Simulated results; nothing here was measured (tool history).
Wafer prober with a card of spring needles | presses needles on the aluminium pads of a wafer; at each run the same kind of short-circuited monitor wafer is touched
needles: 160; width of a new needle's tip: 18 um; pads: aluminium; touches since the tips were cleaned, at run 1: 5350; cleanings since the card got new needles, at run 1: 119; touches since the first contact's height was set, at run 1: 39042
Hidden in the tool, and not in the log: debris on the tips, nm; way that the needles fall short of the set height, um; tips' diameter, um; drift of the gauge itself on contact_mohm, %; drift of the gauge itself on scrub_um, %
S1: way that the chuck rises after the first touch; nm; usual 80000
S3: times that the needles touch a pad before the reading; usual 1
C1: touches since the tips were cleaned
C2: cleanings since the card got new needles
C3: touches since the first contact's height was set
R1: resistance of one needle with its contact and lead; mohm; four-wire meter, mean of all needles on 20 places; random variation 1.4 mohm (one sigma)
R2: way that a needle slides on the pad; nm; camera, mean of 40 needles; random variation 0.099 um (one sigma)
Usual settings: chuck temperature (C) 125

run 1 day=0.000 | S1=80000 chuck_temperature_(C)=125 S3=1 | C1=5350 C2=119 C3=39042 | R1=182 R2=19660
-- day=0.262 tips cleaned on abrasive film
-- day=0.900 tips cleaned on abrasive film
run 2 day=0.975 | S1=80000 chuck_temperature_(C)=125 S3=1 | C1=1124 C2=121 C3=53765 | R1=163 R2=19660
-- day=1.467 tips cleaned on abrasive film
-- day=2.067 tips cleaned on abrasive film
-- day=2.588 tips cleaned on abrasive film
run 3 day=2.717 | S1=80000 chuck_temperature_(C)=125 S3=1 | C1=1933 C2=124 C3=80132 | R1=170 R2=19310
-- day=3.233 tips cleaned on abrasive film
-- day=3.858 tips cleaned on abrasive film
-- day=4.496 tips cleaned on abrasive film
run 4 day=4.692 | S1=80000 chuck_temperature_(C)=125 S3=1 | C1=2992 C2=127 C3=110051 | R1=178 R2=19410
-- day=5.062 tips cleaned on abrasive film
-- day=5.696 tips cleaned on abrasive film
-- day=6.292 tips cleaned on abrasive film
run 5 day=6.354 | S1=80000 chuck_temperature_(C)=125 S3=2 | C1=985 C2=130 C3=135232 | R1=151 R2=19140
-- day=6.854 tips cleaned on abrasive film
-- day=7.508 tips cleaned on abrasive film
-- day=7.642 tips cleaned on abrasive film, once more
-- day=8.242 tips cleaned on abrasive film
run 6 day=8.417 | S1=80000 chuck_temperature_(C)=125 S3=2 | C1=2646 C2=134 C3=166399 | R1=167 R2=19270
-- day=8.788 tips cleaned on abrasive film
-- day=9.429 tips cleaned on abrasive film
run 7 day=9.738 | S1=63000 chuck_temperature_(C)=125 S3=2 | C1=4662 C2=136 C3=186389 | R1=202 R2=15000
-- day=10.079 tips cleaned on abrasive film
-- day=10.733 tips cleaned on abrasive film
run 8 day=10.788 | S1=78000 chuck_temperature_(C)=125 S3=1 | C1=777 C2=138 C3=202276 | R1=154 R2=18490
-- day=11.312 tips cleaned on abrasive film
-- day=11.583 height of the first contact set anew
-- day=11.958 tips cleaned on abrasive film
-- day=12.592 tips cleaned on abrasive film
-- day=13.117 tips cleaned on abrasive film
run 9 day=13.150 | S1=78000 chuck_temperature_(C)=125 S3=1 | C1=529 C2=142 C3=23691 | R1=154 R2=19210
-- day=13.675 tips cleaned on abrasive film
-- day=14.304 tips cleaned on abrasive film
-- day=14.871 tips cleaned on abrasive film
run 10 day=14.871 | S1=78000 chuck_temperature_(C)=125 S3=1 | C1=0 C2=145 C3=49771 | R1=138 R2=19030
-- day=15.496 tips cleaned on abrasive film
-- day=16.138 tips cleaned on abrasive film
run 11 day=16.442 | S1=78000 chuck_temperature_(C)=125 S3=1 | C1=4608 C2=147 C3=73547 | R1=201 R2=19080
-- day=16.704 tips cleaned on abrasive film
-- day=17.346 tips cleaned on abrasive film
run 12 day=17.525 | S1=78000 chuck_temperature_(C)=125 S3=1 | C1=2756 C2=149 C3=89950 | R1=187 R2=18840
-- day=17.908 tips cleaned on abrasive film
-- day=18.533 tips cleaned on abrasive film
-- day=19.129 tips cleaned on abrasive film
run 13 day=19.354 | S1=78000 chuck_temperature_(C)=125 S3=1 | C1=3429 C2=152 C3=117654 | R1=193 R2=18790
-- day=19.750 tips cleaned on abrasive film
-- day=20.271 tips cleaned on abrasive film
run 14 day=20.388 | S1=78000 chuck_temperature_(C)=125 S3=1 | C1=1729 C2=154 C3=133251 | R1=177 R2=18760
-- day=20.908 tips cleaned on abrasive film
-- day=21.433 tips cleaned on abrasive film
-- day=21.958 tips cleaned on abrasive film
-- day=22.538 tips cleaned on abrasive film
run 15 day=22.538 | S1=90000 chuck_temperature_(C)=69 S3=1 | C1=0 C2=158 C3=165773 | R1=128 R2=21600
-- day=23.129 tips cleaned on abrasive film
-- day=23.750 tips cleaned on abrasive film
run 16 day=24.212 | S1=80000 chuck_temperature_(C)=93 S3=1 | C1=7039 C2=160 C3=191208 | R1=213 R2=18920
-- day=24.346 tips cleaned on abrasive film
-- day=24.975 tips cleaned on abrasive film
-- day=25.608 tips cleaned on abrasive film
-- day=25.750 height of the first contact set anew
run 17 day=25.954 | S1=72000 chuck_temperature_(C)=93 S3=1 | C1=5089 C2=163 C3=3108 | R1=213 R2=17660
-- day=26.217 tips cleaned on abrasive film
-- day=26.808 tips cleaned on abrasive film
-- day=27.333 tips cleaned on abrasive film
run 18 day=27.433 | S1=82000 chuck_temperature_(C)=75 S3=1 | C1=1518 C2=166 C3=25462 | R1=168 R2=20110
-- day=27.933 tips cleaned on abrasive film
-- day=28.571 tips cleaned on abrasive film
-- day=29.167 tips cleaned on abrasive film
run 19 day=29.592 | S1=80000 chuck_temperature_(C)=34 S3=3 | C1=6484 C2=169 C3=58179 | R1=151 R2=19570
-- day=29.712 tips cleaned on abrasive film
-- day=30.346 tips cleaned on abrasive film
run 20 day=30.654 | S1=80000 chuck_temperature_(C)=55 S3=1 | C1=4690 C2=171 C3=74248 | R1=196 R2=19480
-- day=30.917 tips cleaned on abrasive film
-- day=31.517 tips cleaned on abrasive film
run 21 day=31.625 | S1=80000 chuck_temperature_(C)=55 S3=1 | C1=1624 C2=173 C3=88917 | R1=171 R2=19470
-- day=32.146 tips cleaned on abrasive film
-- day=32.754 tips cleaned on abrasive film
-- day=33.362 tips cleaned on abrasive film
run 22 day=33.696 | S1=80000 chuck_temperature_(C)=55 S3=1 | C1=5121 C2=176 C3=120354 | R1=202 R2=19270
-- day=33.938 tips cleaned on abrasive film
-- day=34.462 tips cleaned on abrasive film
-- day=35.117 tips cleaned on abrasive film
run 23 day=35.258 | S1=73000 chuck_temperature_(C)=61 S3=2 | C1=2144 C2=179 C3=143951 | R1=168 R2=17410
-- day=35.738 tips cleaned on abrasive film
-- day=36.375 tips cleaned on abrasive film
-- day=36.933 tips cleaned on abrasive film
run 24 day=36.933 | S1=75000 chuck_temperature_(C)=61 S3=2 | C1=0 C2=182 C3=169276 | R1=133 R2=17740

Run 25 comes next. What will it give?
-- day=37.546 tips cleaned on abrasive film
-- day=38.167 tips cleaned on abrasive film
-- day=38.692 tips cleaned on abrasive film
run 25 day=39.196 | S1=91000 chuck_temperature_(C)=32 S3=2 | C1=7682 C2=185 C3=203571 | R1=? R2=?

{"run 25": {"R1": 163, "R2": 21690}}
Without the tool's hidden state the same run would have given R1 116 mohm, R2 22320 nm.
